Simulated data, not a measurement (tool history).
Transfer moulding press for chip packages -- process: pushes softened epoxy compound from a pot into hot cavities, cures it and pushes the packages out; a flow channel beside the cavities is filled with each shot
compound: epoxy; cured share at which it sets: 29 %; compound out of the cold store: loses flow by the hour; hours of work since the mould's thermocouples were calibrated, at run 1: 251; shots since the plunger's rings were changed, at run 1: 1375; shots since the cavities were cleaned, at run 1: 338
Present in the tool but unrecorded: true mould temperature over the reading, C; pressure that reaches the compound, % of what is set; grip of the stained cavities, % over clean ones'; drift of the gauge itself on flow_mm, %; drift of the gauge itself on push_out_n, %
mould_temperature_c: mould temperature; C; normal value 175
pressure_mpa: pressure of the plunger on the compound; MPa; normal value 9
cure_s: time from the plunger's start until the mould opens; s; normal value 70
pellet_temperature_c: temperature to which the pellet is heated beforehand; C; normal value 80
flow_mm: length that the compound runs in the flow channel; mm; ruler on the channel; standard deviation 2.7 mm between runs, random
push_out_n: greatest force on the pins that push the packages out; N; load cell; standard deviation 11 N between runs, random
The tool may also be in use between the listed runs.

run   hour  mould_temperature_c  pressure_mpa  cure_s  pellet_temperature_c  hours of work since the mould's thermocouples were calibrated  shots since the plunger's rings were changed  shots since the cavities were cleaned  incoming compound's hours out of the cold store  flow_mm  push_out_n
  1      0                  175             9      70                    80                                                            251                                          1375                                    338                                             38.5      748         496
  2    7.1                  175             9      70                    80                                                            256                                          1513                                    476                                             25.4      807         517
  3   17.6                  175             9      70                    80                                                            264                                          1718                                    681                                             16.4      850         553
      19.8  -- cavities cleaned with cleaning compound and waxed
  4   26.2                  175             9      70                    80                                                            269                                          1855                                    123                                             30.2      785         496
  5   31.7                  175          9.67      70                    80                                                            273                                          1964                                    232                                             36.3      785         491
  6   41.9                  175             9      70                    77                                                            280                                          2161                                    429                                               48      709         464
  7   48.7                  175             9      70                    77                                                            285                                          2293                                    561                                             15.9      850         509
      57.2  -- cavities cleaned with cleaning compound and waxed
  8   57.3                  175             9      70                    77                                                            290                                          2433                                      3                                             28.7      794         509
  9   64.4                  175             9      70                    80                                                            295                                          2571                                    141                                             47.7      708         488
 10     70                  175             9      70                    75                                                            299                                          2679                                    249                                             11.4      875         536
 11   79.9                  175             9      70                    80                                                            306                                          2871                                    441                                             23.5      808         514
 12   86.9                  175             9      70                    80                                                            311                                          3009                                    579                                             12.1      875         542
      94.4  -- cavities cleaned with cleaning compound and waxed
 13   98.9                  175             9      70                    80                                                            319                                          3212                                     88                                              8.4      894         536
 14  108.5                  175             9      70                    80                                                            326                                          3401                                    277                                             23.5      816         537
 15  114.8                  175         10.23      70                    87                                                            330                                          3522                                    398                                             21.3      884         498
 16  120.3                  179          8.41      77                    87                                                            334                                          3630                                    506                                             11.5      830         368
 17  128.9                  170             9      70                    80                                                            340                                          3797                                    673                                               20      852         742
     131.7  -- cavities cleaned with cleaning compound and waxed
 18  136.4                  180             9      70                    80                                                            345                                          3913                                     91                                             24.2      793         402
 19  145.1                  171             9      50                    79                                                            351                                          4083                                    261                                             35.9      772        1300
 20  150.5                  171             9      66                    77                                                            355                                          4189                                    367                                               35      775         772
 21  160.1                  171             9      66                    77                                                            362                                          4375                                    553                                             31.4      797         770
     168.7  -- cavities cleaned with cleaning compound and waxed
 22  170.3                  175         10.49      83                    80                                                            368                                          4544                                     30                                             27.3      862         392
     180.1  -- plunger's sealing rings changed
 23  180.6                  169          7.92      66                    80                                                            374                                             9                                    182                                               35      733         848
 24  189.7                  175          7.04      77                    76                                                            380                                           187                                    360                                             39.8      661         395
 25    198                  178           7.7      58                    76                                                            386                                           348                                    521                                             23.8      744         624

Branching from run 25: 4 alternative next runs. What would each branch give?
  A  205.6                  167             9      90                    73                                                            391                                           496                                    669                                             43.4        ?           ?
  B  205.6                  178          6.81      70                    77                                                            391                                           496                                    669                                             45.9        ?           ?
  C  205.6                  180             9      70                    80                                                            391                                           496                                    669                                             44.8        ?           ?
  D  205.6                  172           7.7      58                    76                                                            391                                           496                                    669                                             44.1        ?           ?

run  flow_mm  push_out_n
  A      754         504
  B      619         414
  C      709         387
  D      681         870
With no hidden state in the tool, these same runs would have given:
run  flow_mm  push_out_n
  A      754         499
  B      619         410
  C      709         383
  D      681         861
